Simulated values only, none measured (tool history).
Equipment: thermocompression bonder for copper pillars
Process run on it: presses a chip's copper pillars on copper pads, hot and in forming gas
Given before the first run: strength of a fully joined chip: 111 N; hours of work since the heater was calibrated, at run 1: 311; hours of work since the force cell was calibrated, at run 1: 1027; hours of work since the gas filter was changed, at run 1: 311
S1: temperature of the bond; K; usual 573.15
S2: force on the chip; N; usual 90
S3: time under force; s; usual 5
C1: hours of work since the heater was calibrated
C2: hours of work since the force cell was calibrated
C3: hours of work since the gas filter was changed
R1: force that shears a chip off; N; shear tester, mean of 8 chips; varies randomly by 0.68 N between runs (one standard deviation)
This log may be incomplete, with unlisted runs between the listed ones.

| run | hour | S1 | S2 | S3 | C1 | C2 | C3 | R1 |
|---|---|---|---|---|---|---|---|---|
| 1 | 0 | 573.15 | 90 | 5 | 311 | 1027 | 311 | 45.8 |
| 2 | 37.8 | 573.15 | 90 | 5 | 328 | 1044 | 328 | 46.1 |
|  | 90 | forming gas filter changed |
| 3 | 94.9 | 573.15 | 90 | 4 | 353 | 1069 | 2 | 41.8 |
| 4 | 135.8 | 573.15 | 90 | 4 | 371 | 1087 | 20 | 43.5 |
| 5 | 175.1 | 573.15 | 90 | 4 | 389 | 1105 | 38 | 42.1 |
| 6 | 224.9 | 573.15 | 90 | 4 | 411 | 1127 | 60 | 42.6 |
| 7 | 267.4 | 573.15 | 90 | 4 | 430 | 1146 | 79 | 42.4 |
| 8 | 317.7 | 573.15 | 90 | 4 | 452 | 1168 | 101 | 42.7 |
| 9 | 357.5 | 573.15 | 54 | 5 | 470 | 1186 | 119 | 36.7 |
| 10 | 398.8 | 557.15 | 120 | 4 | 488 | 1204 | 137 | 38.7 |
| 11 | 439.2 | 585.15 | 115 | 4 | 506 | 1222 | 155 | 55.8 |
| 12 | 471.6 | 600.15 | 90 | 5 | 521 | 1237 | 170 | 64.3 |
| 13 | 499.4 | 571.15 | 90 | 11 | 533 | 1249 | 182 | 60.4 |

Hidden condition of the tool, last listed run before each entry between runs versus first listed run after:
Logged between run 2 and run 3: forming gas filter changed (hour 90)
  oxide that the forming gas leaves, % of the face: 0.86 -> 0.51
